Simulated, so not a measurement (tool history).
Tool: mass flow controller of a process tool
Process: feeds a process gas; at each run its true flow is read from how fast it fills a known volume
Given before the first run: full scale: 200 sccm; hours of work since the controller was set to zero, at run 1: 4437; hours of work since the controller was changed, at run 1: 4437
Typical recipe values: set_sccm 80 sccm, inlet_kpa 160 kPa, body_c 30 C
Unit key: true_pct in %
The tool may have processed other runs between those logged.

| run | hour | set_sccm | inlet_kpa | body_c | hours of work since the controller was set to zero | hours of work since the controller was changed | true_pct |
|---|---|---|---|---|---|---|---|
| 1 | 0.0 | 80 | 160 | 30 | 4437 | 4437 | 98.66 |
| 2 | 224.5 | 80 | 160 | 30 | 4549 | 4549 | 98.63 |
| 3 | 422.2 | 80 | 160 | 30 | 4647 | 4647 | 98.67 |
| 4 | 673.0 | 80 | 160 | 30 | 4772 | 4772 | 98.57 |
| 5 | 904.0 | 80 | 160 | 30 | 4887 | 4887 | 98.53 |
| 6 | 1105.2 | 80 | 160 | 30 | 4987 | 4987 | 98.51 |
| 7 | 1299.8 | 80 | 160 | 30 | 5084 | 5084 | 98.58 |
| 8 | 1590.5 | 80 | 160 | 30 | 5229 | 5229 | 98.59 |
| 9 | 1749.6 | 80 | 160 | 28 | 5308 | 5308 | 98.83 |
|  | 1989.6 | controller exchanged for a calibrated one |
| 10 | 2002.7 | 80 | 160 | 30 | 7 | 7 | 98.92 |
| 11 | 2331.0 | 80 | 160 | 30 | 170 | 170 | 98.99 |
| 12 | 2633.2 | 80 | 160 | 30 | 320 | 320 | 99.00 |
| 13 | 2882.1 | 80 | 159 | 30 | 444 | 444 | 98.98 |
| 14 | 3182.8 | 80 | 159 | 30 | 594 | 594 | 98.86 |
| 15 | 3493.4 | 80 | 254 | 30 | 748 | 748 | 99.21 |
| 16 | 3713.8 | 80 | 254 | 30 | 858 | 858 | 99.17 |
| 17 | 3852.6 | 24 | 168 | 30 | 927 | 927 | 99.69 |
| 18 | 4060.5 | 66 | 168 | 20 | 1030 | 1030 | 100.04 |
| 19 | 4265.9 | 66 | 168 | 20 | 1133 | 1133 | 99.98 |
| 20 | 4485.9 | 66 | 168 | 20 | 1242 | 1242 | 100.01 |
| 21 | 4792.2 | 80 | 144 | 30 | 1395 | 1395 | 98.73 |
| 22 | 5097.4 | 80 | 155 | 29 | 1546 | 1546 | 98.85 |
| 23 | 5310.9 | 80 | 155 | 29 | 1653 | 1653 | 98.96 |
| 24 | 5455.4 | 80 | 155 | 29 | 1725 | 1725 | 98.90 |
| 25 | 5789.4 | 89 | 160 | 25 | 1891 | 1891 | 99.39 |
| 26 | 5931.6 | 89 | 151 | 29 | 1962 | 1962 | 98.90 |
| 27 | 6070.3 | 80 | 218 | 27 | 2031 | 2031 | 99.40 |
| 28 | 6258.8 | 80 | 249 | 26 | 2124 | 2124 | 99.60 |
| 29 | 6527.7 | 96 | 184 | 20 | 2258 | 2258 | 99.88 |
| 30 | 6792.2 | 27 | 147 | 38 | 2390 | 2390 | 99.52 |
| 31 | 7028.4 | 51 | 160 | 34 | 2507 | 2507 | 98.84 |
| 32 | 7168.7 | 149 | 159 | 21 | 2577 | 2577 | 99.54 |

Take each entry between the runs: how does the hidden state at the last listed run before it differ from the hidden state at the first listed run after it?
From run 9 to run 10: controller exchanged for a calibrated one (hour 1989.6)
  flow at rest that the sensor doesn't see, % of full scale: 0.716 -> 0.025; true flow over the shown one, %: -2.2 -> -0.06
  measured less the result without the state, true_pct: -0.41 -> +0.01 %
